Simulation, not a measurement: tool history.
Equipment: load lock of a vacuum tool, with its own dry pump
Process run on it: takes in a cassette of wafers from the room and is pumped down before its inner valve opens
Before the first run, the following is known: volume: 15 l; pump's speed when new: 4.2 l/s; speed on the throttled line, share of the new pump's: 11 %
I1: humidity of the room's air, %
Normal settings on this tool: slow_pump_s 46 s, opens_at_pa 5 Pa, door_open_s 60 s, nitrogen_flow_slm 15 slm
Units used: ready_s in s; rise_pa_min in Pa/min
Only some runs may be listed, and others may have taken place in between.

{"run": 1, "hour": 0.0, "slow_pump_s": 46, "opens_at_pa": 5, "door_open_s": 60, "nitrogen_flow_slm": 15, "I1": 47.7, "ready_s": 81.8, "rise_pa_min": 0.049}
{"run": 2, "hour": 360.0, "slow_pump_s": 46, "opens_at_pa": 5, "door_open_s": 60, "nitrogen_flow_slm": 15, "I1": 45.9, "ready_s": 82.7, "rise_pa_min": 0.046}
{"run": 3, "hour": 866.9, "slow_pump_s": 46, "opens_at_pa": 5, "door_open_s": 60, "nitrogen_flow_slm": 15, "I1": 45.8, "ready_s": 83.3, "rise_pa_min": 0.047}
{"run": 4, "hour": 1308.8, "slow_pump_s": 46, "opens_at_pa": 5, "door_open_s": 60, "nitrogen_flow_slm": 15, "I1": 44.4, "ready_s": 82.2, "rise_pa_min": 0.053}
{"run": 5, "hour": 1851.1, "slow_pump_s": 46, "opens_at_pa": 5, "door_open_s": 60, "nitrogen_flow_slm": 15, "I1": 46.5, "ready_s": 82.5, "rise_pa_min": 0.058}
{"run": 6, "hour": 2172.0, "slow_pump_s": 46, "opens_at_pa": 5, "door_open_s": 60, "nitrogen_flow_slm": 15, "I1": 43.7, "ready_s": 83.4, "rise_pa_min": 0.063}
{"run": 7, "hour": 2411.1, "slow_pump_s": 46, "opens_at_pa": 5, "door_open_s": 60, "nitrogen_flow_slm": 15, "I1": 42.6, "ready_s": 83.2, "rise_pa_min": 0.067}
{"run": 8, "hour": 2698.9, "slow_pump_s": 46, "opens_at_pa": 5, "door_open_s": 60, "nitrogen_flow_slm": 15, "I1": 44.6, "ready_s": 83.9, "rise_pa_min": 0.065}
{"run": 9, "hour": 3118.7, "slow_pump_s": 46, "opens_at_pa": 5, "door_open_s": 60, "nitrogen_flow_slm": 15, "I1": 46.9, "ready_s": 83.8, "rise_pa_min": 0.079}
{"run": 10, "hour": 3502.8, "slow_pump_s": 46, "opens_at_pa": 5, "door_open_s": 60, "nitrogen_flow_slm": 15, "I1": 46.2, "ready_s": 82.9, "rise_pa_min": 0.072}
{"run": 11, "hour": 3873.9, "slow_pump_s": 46, "opens_at_pa": 5, "door_open_s": 60, "nitrogen_flow_slm": 17, "I1": 46.3, "ready_s": 84.8, "rise_pa_min": 0.085}
{"run": 12, "hour": 4374.3, "slow_pump_s": 46, "opens_at_pa": 5, "door_open_s": 60, "nitrogen_flow_slm": 17, "I1": 45.2, "ready_s": 84.2, "rise_pa_min": 0.091}
{"run": 13, "hour": 4684.5, "slow_pump_s": 46, "opens_at_pa": 5, "door_open_s": 60, "nitrogen_flow_slm": 15, "I1": 44, "ready_s": 84.6, "rise_pa_min": 0.083}
{"run": 14, "hour": 5157.8, "slow_pump_s": 46, "opens_at_pa": 5, "door_open_s": 60, "nitrogen_flow_slm": 15, "I1": 45.8, "ready_s": 84.9, "rise_pa_min": 0.1}
{"run": 15, "hour": 5474.0, "slow_pump_s": 46, "opens_at_pa": 5, "door_open_s": 60, "nitrogen_flow_slm": 15, "I1": 46.3, "ready_s": 84.2, "rise_pa_min": 0.106}
{"run": 16, "hour": 5758.5, "slow_pump_s": 46, "opens_at_pa": 6, "door_open_s": 60, "nitrogen_flow_slm": 15, "I1": 44.8, "ready_s": 84.5, "rise_pa_min": 0.105}
{"run": 17, "hour": 6243.6, "slow_pump_s": 46, "opens_at_pa": 5, "door_open_s": 126, "nitrogen_flow_slm": 15, "I1": 46, "ready_s": 85.5, "rise_pa_min": 0.121}
{"hour": 6476.3, "done": "dry pump taken out, an overhauled one fitted"}
{"run": 18, "hour": 6591.5, "slow_pump_s": 46, "opens_at_pa": 5, "door_open_s": 126, "nitrogen_flow_slm": 15, "I1": 46.4, "ready_s": 77.7, "rise_pa_min": 0.131}
{"run": 19, "hour": 6819.3, "slow_pump_s": 46, "opens_at_pa": 5, "door_open_s": 126, "nitrogen_flow_slm": 15, "I1": 43.9, "ready_s": 78, "rise_pa_min": 0.134}
{"run": 20, "hour": 7293.5, "slow_pump_s": 46, "opens_at_pa": 5, "door_open_s": 126, "nitrogen_flow_slm": 15, "I1": 42.9, "ready_s": 77.6, "rise_pa_min": 0.14}
{"run": 21, "hour": 7735.8, "slow_pump_s": 37, "opens_at_pa": 7, "door_open_s": 79, "nitrogen_flow_slm": 15, "I1": 45.7, "ready_s": 68.4, "rise_pa_min": 0.149}
{"run": 22, "hour": 8219.1, "slow_pump_s": 83, "opens_at_pa": 7, "door_open_s": 165, "nitrogen_flow_slm": 15, "I1": 43.3, "ready_s": 110, "rise_pa_min": 0.157}
{"run": 23, "hour": 8554.4, "slow_pump_s": 83, "opens_at_pa": 7, "door_open_s": 165, "nitrogen_flow_slm": 15, "I1": 46.5, "ready_s": 109.2, "rise_pa_min": 0.166}
{"run": 24, "hour": 8787.6, "slow_pump_s": 83, "opens_at_pa": 7, "door_open_s": 165, "nitrogen_flow_slm": 15, "I1": 43.8, "ready_s": 109.8, "rise_pa_min": 0.165}
{"run": 25, "hour": 9240.4, "slow_pump_s": 83, "opens_at_pa": 7, "door_open_s": 165, "nitrogen_flow_slm": 15, "I1": 47.4, "ready_s": 109.3, "rise_pa_min": 0.177}
{"run": 26, "hour": 9544.7, "slow_pump_s": 25, "opens_at_pa": 4, "door_open_s": 165, "nitrogen_flow_slm": 15, "I1": 44.5, "ready_s": 60.4, "rise_pa_min": 0.186}
{"run": 27, "hour": 9967.5, "slow_pump_s": 46, "opens_at_pa": 5, "door_open_s": 60, "nitrogen_flow_slm": 14, "I1": 46.8, "ready_s": 79.2, "rise_pa_min": 0.19}
{"run": 28, "hour": 10339.3, "slow_pump_s": 44, "opens_at_pa": 5, "door_open_s": 60, "nitrogen_flow_slm": 12, "I1": 47.3, "ready_s": 77.6, "rise_pa_min": 0.202}
{"run": 29, "hour": 10637.7, "slow_pump_s": 28, "opens_at_pa": 5, "door_open_s": 60, "nitrogen_flow_slm": 38, "I1": 46.1, "ready_s": 62.3, "rise_pa_min": 0.191}
{"run": 30, "hour": 10983.7, "slow_pump_s": 46, "opens_at_pa": 5, "door_open_s": 115, "nitrogen_flow_slm": 8, "I1": 43.8, "ready_s": 79.1, "rise_pa_min": 0.22}
{"run": 31, "hour": 11284.7, "slow_pump_s": 74, "opens_at_pa": 7, "door_open_s": 34, "nitrogen_flow_slm": 7, "I1": 43.2, "ready_s": 102.4, "rise_pa_min": 0.218}
{"run": 32, "hour": 11659.6, "slow_pump_s": 74, "opens_at_pa": 7, "door_open_s": 34, "nitrogen_flow_slm": 7, "I1": 43.6, "ready_s": 102, "rise_pa_min": 0.227}
{"run": 33, "hour": 12043.1, "slow_pump_s": 74, "opens_at_pa": 7, "door_open_s": 34, "nitrogen_flow_slm": 5, "I1": 41.2, "ready_s": 103.5, "rise_pa_min": 0.233}
{"run": 34, "hour": 12576.8, "slow_pump_s": 38, "opens_at_pa": 7, "door_open_s": 46, "nitrogen_flow_slm": 33, "I1": 45.9, "ready_s": 71.9, "rise_pa_min": 0.228}
{"run": 35, "hour": 12942.4, "slow_pump_s": 87, "opens_at_pa": 6, "door_open_s": 73, "nitrogen_flow_slm": 5, "I1": 44.5, "ready_s": 113.9, "rise_pa_min": 0.265}
{"run": 36, "hour": 13350.4, "slow_pump_s": 30, "opens_at_pa": 5, "door_open_s": 51, "nitrogen_flow_slm": 30, "I1": 46.3, "ready_s": 66, "rise_pa_min": 0.255}
{"run": 37, "hour": 13875.4, "slow_pump_s": 31, "opens_at_pa": 5, "door_open_s": 83, "nitrogen_flow_slm": 30, "I1": 40.9, "ready_s": 68.3, "rise_pa_min": 0.27}

Here are 3 independent what-if runs from the current tool condition. What would each one return?
{"run": "A", "hour": 14421.2, "slow_pump_s": 31, "opens_at_pa": 5, "door_open_s": 147, "nitrogen_flow_slm": 30, "I1": 42.3, "ready_s": "?", "rise_pa_min": "?"}
{"run": "B", "hour": 14421.2, "slow_pump_s": 31, "opens_at_pa": 5, "door_open_s": 57, "nitrogen_flow_slm": 30, "I1": 45.7, "ready_s": "?", "rise_pa_min": "?"}
{"run": "C", "hour": 14421.2, "slow_pump_s": 82, "opens_at_pa": 8, "door_open_s": 83, "nitrogen_flow_slm": 25, "I1": 46.3, "ready_s": "?", "rise_pa_min": "?"}

run=A ready_s=67.2 rise_pa_min=0.278
run=B ready_s=66.4 rise_pa_min=0.288
run=C ready_s=109.7 rise_pa_min=0.28
What these runs would have given with no unlogged condition in the tool:
run=A ready_s=63.1 rise_pa_min=0.015
run=B ready_s=62.4 rise_pa_min=0.022
run=C ready_s=106.5 rise_pa_min=0.018
